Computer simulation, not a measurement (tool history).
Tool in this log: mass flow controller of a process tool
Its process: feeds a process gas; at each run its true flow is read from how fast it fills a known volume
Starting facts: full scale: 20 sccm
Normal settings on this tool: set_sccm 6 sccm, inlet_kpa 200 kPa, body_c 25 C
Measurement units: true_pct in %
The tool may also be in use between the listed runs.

run	day	set_sccm	inlet_kpa	body_c	true_pct
1	0	6	200	25	99.77
2	2.162	6	200	25	99.74
3	5.546	6	200	25	99.94
4	8.304	6	200	25	99.78
5	12.233	6	200	25	100.03
6	15.033	6	200	25	100.2
7	20.012	6	200	25	100.24
# day 21.983: controller exchanged for a calibrated one
8	24.175	6	200	25	100.47
9	28.608	6	200	25	100.68
10	30.804	6	200	25	100.69
11	34.196	2	200	25	100.6
12	38.029	6	200	25	100.95
13	40.579	6	200	25	101.04
14	45.429	6	200	25	101.25
15	50.004	6	200	25	101.37
16	53.962	6	200	25	101.35
17	56.65	6	200	25	101.47
18	59.692	6	200	25	101.47
19	62.142	6	226	25	101.59
20	65.671	6	200	25	101.67
21	68.75	6	200	25	101.93
# day 71.721: gauge calibrated
22	72.608	6	200	30	100.12
23	76.008	6	200	30	99.96
24	78.712	6	200	30	100.34
25	83.158	6	200	30	100.45
26	85.262	6	141	20	100.01
27	88.367	6	141	20	100.18
28	91.342	6	151	25	100.49
29	94.412	3	208	39	101.25
30	97.721	3	208	39	101.31
31	102.758	12	145	29	101.29
32	105.692	2	260	29	100.71
33	109.075	6	217	25	100.79
34	112.529	6	217	25	100.83
35	116.862	7	182	39	102.16
36	118.9	7	182	39	102.27
37	121.083	2	200	20	100.81
38	123.254	2	200	20	101
39	127.888	4	209	28	101.47
40	129.925	15	200	25	101.63
41	133.471	4	200	30	101.91

Run 42 comes next. What will it give?
42	135.888	6	200	20	?

true_pct: 101.45 %
Were there no unlogged condition in the tool, this run, its random variation unchanged, would have produced true_pct 99.42 %.
